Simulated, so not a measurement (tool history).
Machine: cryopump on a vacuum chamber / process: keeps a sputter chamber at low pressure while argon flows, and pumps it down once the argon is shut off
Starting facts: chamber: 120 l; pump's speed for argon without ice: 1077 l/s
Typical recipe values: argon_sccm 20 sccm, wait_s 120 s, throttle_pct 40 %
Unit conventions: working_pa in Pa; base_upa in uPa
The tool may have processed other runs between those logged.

run	hour	argon_sccm	wait_s	throttle_pct	working_pa	base_upa
1	0	20	120	40	0.0856	5.58
2	23	20	120	40	0.0875	5.84
3	50.7	20	120	40	0.0881	6.09
4	75.4	20	120	40	0.0883	6.21
5	99.1	20	120	38	0.093	6.42
6	117.2	20	120	38	0.0933	6.51
# hour 138.9: leaking fittings of the chamber tightened, without venting
7	154	20	120	38	0.0938	1.53
8	173.1	20	120	40	0.0912	1.62
9	213.1	20	120	40	0.0933	1.84
10	253.1	20	120	40	0.0932	2.03
11	270.8	20	120	40	0.0956	2.09
# hour 293.2: pump warmed up, emptied and cooled again
12	306.4	20	120	40	0.0799	1.89
13	324.1	20	120	40	0.0793	1.87
14	367.1	11	120	40	0.0439	2.06
15	394.1	11	120	40	0.0447	2.15
16	431.8	20	48	40	0.0821	3.94
17	475.3	20	48	40	0.0823	4.09
18	503	20	48	40	0.0822	4.14
19	543.9	20	35	40	0.0836	5.33
20	570.4	20	42	40	0.0844	4.88
21	592.4	22	142	40	0.0931	2.91
22	628.3	20	26	50	0.0701	7
23	672.5	20	50	20	0.1664	5.05
24	694.3	20	50	20	0.166	5.03
25	716.8	8	48	40	0.0343	5.27
26	737.6	9	79	28	0.0556	4.42
27	766.4	13	153	44	0.0534	3.74
28	792.6	20	191	31	0.1129	3.86
29	835.6	20	191	31	0.1149	3.96
30	875	15	78	40	0.0693	5.29
31	917.4	38	39	40	0.1777	7.43
# hour 942.5: pump warmed up, emptied and cooled again
32	946.5	13	46	16	0.1282	5.74
33	984.4	20	92	40	0.0789	4.25

Forecast each of these 3 alternatives for the next run:
A	1026.6	20	53	23	?	?
B	1026.6	20	32	40	?	?
C	1026.6	20	92	42	?	?

run	working_pa	base_upa
A	0.1381	5.44
B	0.0803	6.95
C	0.0769	4.58
Stripped of hidden state, with their random variation kept, the same runs would have yielded:
run	working_pa	base_upa
A	0.1363	2.62
B	0.0784	4.14
C	0.075	1.67
